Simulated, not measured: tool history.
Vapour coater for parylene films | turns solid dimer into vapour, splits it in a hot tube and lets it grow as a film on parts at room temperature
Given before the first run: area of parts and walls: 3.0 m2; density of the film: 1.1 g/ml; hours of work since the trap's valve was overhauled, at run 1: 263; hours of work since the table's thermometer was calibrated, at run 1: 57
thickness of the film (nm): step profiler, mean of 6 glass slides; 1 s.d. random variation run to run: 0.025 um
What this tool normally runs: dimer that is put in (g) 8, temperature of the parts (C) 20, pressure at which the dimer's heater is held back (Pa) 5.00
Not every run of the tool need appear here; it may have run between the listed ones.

run   hour  dimer that is put in (g)  temperature of the parts (C)  pressure at which the dimer's heater is held back (Pa)  hours of work since the trap's valve was overhauled  hours of work since the table's thermometer was calibrated  thickness of the film (nm)
  1    0.0                         8                            20                                                    5.00                                                  263                                                          57                        1700
  2   18.2                         8                            20                                                    5.00                                                  275                                                          69                        1760
  3   40.0                         8                            20                                                    5.82                                                  291                                                          84                        1720
  4   67.6                         8                            20                                                    5.82                                                  310                                                         104                        1700
  5   81.5                         8                            20                                                    5.82                                                  319                                                         113                        1690
  6  100.4                         8                            20                                                    5.00                                                  333                                                         126                        1690
  7  127.8                         8                            20                                                    5.00                                                  352                                                         145                        1690
  8  150.1                         8                            20                                                    5.00                                                  367                                                         161                        1710
  9  173.1                         8                            20                                                    5.00                                                  383                                                         177                        1620
 10  198.9                         8                            20                                                    5.00                                                  401                                                         195                        1630
 11  214.0                         8                            20                                                    5.00                                                  412                                                         205                        1600
 12  227.3                         8                            20                                                    5.00                                                  421                                                         214                        1620
     244.2  -- trap's valve overhauled
 13  255.8                         4                            20                                                    5.00                                                    8                                                         231                         960
 14  272.2                         7                            12                                                    7.13                                                   19                                                         243                        1930
 15  286.5                        11                            20                                                    5.00                                                   29                                                         253                        2550
 16  306.9                        13                            20                                                    5.00                                                   44                                                         267                        3010
 17  327.4                        13                            20                                                    5.00                                                   58                                                         281                        2980
 18  349.0                         9                            16                                                    3.91                                                   73                                                         296                        2330
 19  372.6                         9                            16                                                    3.91                                                   89                                                         313                        2330
 20  399.7                         9                            16                                                    3.91                                                  108                                                         331                        2270
 21  418.4                         6                            20                                                    2.75                                                  121                                                         344                        1420
 22  432.9                         6                            20                                                    2.75                                                  131                                                         355                        1450

What if the next run were any one of these 4? Each begins from the tool's condition after run 22:
  A  452.4                        12                            21                                                    6.97                                                  145                                                         368                           ?
  B  452.4                        12                            21                                                    2.75                                                  145                                                         368                           ?
  C  452.4                         8                            20                                                    8.59                                                  145                                                         368                           ?
  D  452.4                         6                            29                                                    2.15                                                  145                                                         368                           ?

run  thickness of the film (nm)
  A                        2580
  B                        2770
  C                        1750
  D                        1160
The same runs, with their run-to-run variation unchanged, on a tool lacking any hidden condition would have given:
run  thickness of the film (nm)
  A                        2740
  B                        2940
  C                        1860
  D                        1240

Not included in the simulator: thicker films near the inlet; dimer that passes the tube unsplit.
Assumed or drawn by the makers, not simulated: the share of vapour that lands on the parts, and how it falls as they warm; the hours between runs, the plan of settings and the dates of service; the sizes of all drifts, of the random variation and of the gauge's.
